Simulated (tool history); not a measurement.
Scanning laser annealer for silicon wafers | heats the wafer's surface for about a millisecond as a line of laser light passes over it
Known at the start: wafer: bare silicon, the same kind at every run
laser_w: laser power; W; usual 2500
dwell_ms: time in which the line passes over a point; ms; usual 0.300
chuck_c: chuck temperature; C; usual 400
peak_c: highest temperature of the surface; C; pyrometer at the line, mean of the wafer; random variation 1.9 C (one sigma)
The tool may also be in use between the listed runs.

run,hour,laser_w,dwell_ms,chuck_c,peak_c
1,0.0,2500,0.300,400,1125
2,8.3,2500,0.300,430,1154
3,18.5,2500,0.300,430,1155
4,27.4,2500,0.300,430,1156
5,34.0,2500,0.300,430,1153
6,42.1,2500,0.300,430,1153
7,52.9,2500,0.334,421,1183
8,58.2,2129,0.334,375,1012
9,68.5,2129,0.334,375,1013
10,74.8,2500,0.278,364,1066
11,79.7,2403,0.261,389,1039

5 ways to go on from here, each from the tool as it stands after run 11. What would each give?
A,87.8,2500,0.290,381,?
B,87.8,2473,0.264,417,?
C,87.8,2628,0.307,418,?
D,87.8,2403,0.363,372,?
E,87.8,2332,0.296,389,?

run,peak_c
A,1094
B,1090
C,1196
D,1135
E,1055
Without the tool's hidden state the same runs would have given:
run,peak_c
A,1094
B,1090
C,1196
D,1135
E,1055

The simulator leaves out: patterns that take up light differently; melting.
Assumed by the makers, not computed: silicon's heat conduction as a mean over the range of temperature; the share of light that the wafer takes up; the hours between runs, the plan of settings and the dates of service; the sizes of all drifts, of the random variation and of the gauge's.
